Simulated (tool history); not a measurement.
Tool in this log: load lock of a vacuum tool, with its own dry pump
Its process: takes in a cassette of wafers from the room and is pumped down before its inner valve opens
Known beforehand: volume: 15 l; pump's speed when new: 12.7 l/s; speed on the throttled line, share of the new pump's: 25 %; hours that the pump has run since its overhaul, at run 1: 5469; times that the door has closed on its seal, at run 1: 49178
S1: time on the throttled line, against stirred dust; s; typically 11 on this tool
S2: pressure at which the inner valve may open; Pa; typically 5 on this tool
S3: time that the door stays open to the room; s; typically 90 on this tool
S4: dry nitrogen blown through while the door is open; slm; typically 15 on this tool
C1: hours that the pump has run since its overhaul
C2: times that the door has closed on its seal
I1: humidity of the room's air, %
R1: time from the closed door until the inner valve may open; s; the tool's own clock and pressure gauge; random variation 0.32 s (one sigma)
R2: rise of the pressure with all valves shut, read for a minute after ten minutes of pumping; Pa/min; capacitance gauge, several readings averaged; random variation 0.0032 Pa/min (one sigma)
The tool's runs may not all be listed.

{"run": 1, "hour": 0.0, "S1": 11, "S2": 5, "S3": 90, "S4": 15, "C1": 5469, "C2": 49178, "I1": 42.8, "R1": 19.5, "R2": 0.116}
{"run": 2, "hour": 368.9, "S1": 11, "S2": 5, "S3": 90, "S4": 15, "C1": 5837, "C2": 51008, "I1": 48.9, "R1": 20.6, "R2": 0.132}
{"run": 3, "hour": 836.2, "S1": 11, "S2": 5, "S3": 75, "S4": 15, "C1": 6305, "C2": 53325, "I1": 45.8, "R1": 20.3, "R2": 0.108}
{"run": 4, "hour": 1086.0, "S1": 11, "S2": 5, "S3": 75, "S4": 44, "C1": 6555, "C2": 54565, "I1": 47.9, "R1": 20.0, "R2": 0.075}
{"hour": 1378.6, "done": "door's seal changed, seat wiped"}
{"run": 5, "hour": 1610.0, "S1": 11, "S2": 5, "S3": 75, "S4": 44, "C1": 7077, "C2": 1147, "I1": 44.3, "R1": 20.0, "R2": 0.071}
{"run": 6, "hour": 1972.1, "S1": 11, "S2": 5, "S3": 90, "S4": 15, "C1": 7439, "C2": 2943, "I1": 42.7, "R1": 19.3, "R2": 0.115}
{"run": 7, "hour": 2457.4, "S1": 11, "S2": 9, "S3": 90, "S4": 15, "C1": 7924, "C2": 5350, "I1": 46.2, "R1": 18.7, "R2": 0.127}
{"run": 8, "hour": 2948.2, "S1": 11, "S2": 9, "S3": 90, "S4": 15, "C1": 8415, "C2": 7784, "I1": 47.4, "R1": 19.6, "R2": 0.121}
{"run": 9, "hour": 3444.9, "S1": 11, "S2": 9, "S3": 90, "S4": 15, "C1": 8912, "C2": 10248, "I1": 45.1, "R1": 19.2, "R2": 0.118}
{"run": 10, "hour": 4015.1, "S1": 11, "S2": 5, "S3": 90, "S4": 15, "C1": 9482, "C2": 13076, "I1": 46.4, "R1": 20.6, "R2": 0.12}
{"run": 11, "hour": 4269.2, "S1": 11, "S2": 5, "S3": 90, "S4": 15, "C1": 9736, "C2": 14337, "I1": 47.2, "R1": 19.9, "R2": 0.118}
{"run": 12, "hour": 4748.3, "S1": 11, "S2": 5, "S3": 90, "S4": 15, "C1": 10215, "C2": 16713, "I1": 43.1, "R1": 20.1, "R2": 0.12}
{"run": 13, "hour": 5079.7, "S1": 11, "S2": 5, "S3": 90, "S4": 15, "C1": 10547, "C2": 18357, "I1": 47.8, "R1": 19.6, "R2": 0.133}
{"run": 14, "hour": 5650.8, "S1": 15, "S2": 8, "S3": 57, "S4": 11, "C1": 11118, "C2": 21189, "I1": 44.2, "R1": 22.2, "R2": 0.094}
{"run": 15, "hour": 6225.8, "S1": 11, "S2": 5, "S3": 90, "S4": 5, "C1": 11693, "C2": 24041, "I1": 44.4, "R1": 20.2, "R2": 0.14}
{"run": 16, "hour": 6722.0, "S1": 11, "S2": 5, "S3": 90, "S4": 5, "C1": 12189, "C2": 26502, "I1": 44.9, "R1": 19.9, "R2": 0.151}
{"run": 17, "hour": 7302.8, "S1": 11, "S2": 5, "S3": 90, "S4": 5, "C1": 12770, "C2": 29383, "I1": 44.2, "R1": 20.3, "R2": 0.136}
{"run": 18, "hour": 7779.8, "S1": 11, "S2": 5, "S3": 90, "S4": 11, "C1": 13247, "C2": 31749, "I1": 44.5, "R1": 20.0, "R2": 0.124}
{"run": 19, "hour": 8210.6, "S1": 11, "S2": 9, "S3": 47, "S4": 11, "C1": 13678, "C2": 33886, "I1": 46.1, "R1": 19.1, "R2": 0.079}
{"run": 20, "hour": 8618.3, "S1": 11, "S2": 4, "S3": 90, "S4": 15, "C1": 14085, "C2": 35908, "I1": 43.0, "R1": 20.3, "R2": 0.115}
{"run": 21, "hour": 9007.5, "S1": 10, "S2": 5, "S3": 51, "S4": 15, "C1": 14475, "C2": 37838, "I1": 46.6, "R1": 19.2, "R2": 0.08}
{"run": 22, "hour": 9516.5, "S1": 10, "S2": 5, "S3": 44, "S4": 15, "C1": 14984, "C2": 40363, "I1": 43.5, "R1": 19.3, "R2": 0.064}
{"run": 23, "hour": 9963.9, "S1": 10, "S2": 5, "S3": 44, "S4": 6, "C1": 15431, "C2": 42582, "I1": 45.7, "R1": 19.7, "R2": 0.09}
{"run": 24, "hour": 10199.6, "S1": 11, "S2": 5, "S3": 90, "S4": 13, "C1": 15667, "C2": 43751, "I1": 45.3, "R1": 19.9, "R2": 0.124}
{"run": 25, "hour": 10692.0, "S1": 19, "S2": 5, "S3": 202, "S4": 8, "C1": 16159, "C2": 46193, "I1": 43.0, "R1": 25.8, "R2": 0.239}
{"run": 26, "hour": 11026.4, "S1": 11, "S2": 5, "S3": 42, "S4": 15, "C1": 16493, "C2": 47851, "I1": 43.1, "R1": 20.2, "R2": 0.068}

Forecast each of these 4 alternatives for the next run:
{"run": "A", "hour": 11453.0, "S1": 11, "S2": 5, "S3": 42, "S4": 45, "C1": 16920, "C2": 49968, "I1": 45.2, "R1": "?", "R2": "?"}
{"run": "B", "hour": 11453.0, "S1": 11, "S2": 9, "S3": 90, "S4": 15, "C1": 16920, "C2": 49968, "I1": 42.2, "R1": "?", "R2": "?"}
{"run": "C", "hour": 11453.0, "S1": 11, "S2": 5, "S3": 42, "S4": 15, "C1": 16920, "C2": 49968, "I1": 46.1, "R1": "?", "R2": "?"}
{"run": "D", "hour": 11453.0, "S1": 11, "S2": 6, "S3": 42, "S4": 15, "C1": 16920, "C2": 49968, "I1": 42.9, "R1": "?", "R2": "?"}

run=A R1=20.3 R2=0.050
run=B R1=19.6 R2=0.109
run=C R1=20.1 R2=0.073
run=D R1=19.9 R2=0.069
With the hidden condition removed and each run's random variation left untouched, the same runs would have given:
run=A R1=20.3 R2=0.048
run=B R1=19.6 R2=0.107
run=C R1=20.1 R2=0.071
run=D R1=19.9 R2=0.066

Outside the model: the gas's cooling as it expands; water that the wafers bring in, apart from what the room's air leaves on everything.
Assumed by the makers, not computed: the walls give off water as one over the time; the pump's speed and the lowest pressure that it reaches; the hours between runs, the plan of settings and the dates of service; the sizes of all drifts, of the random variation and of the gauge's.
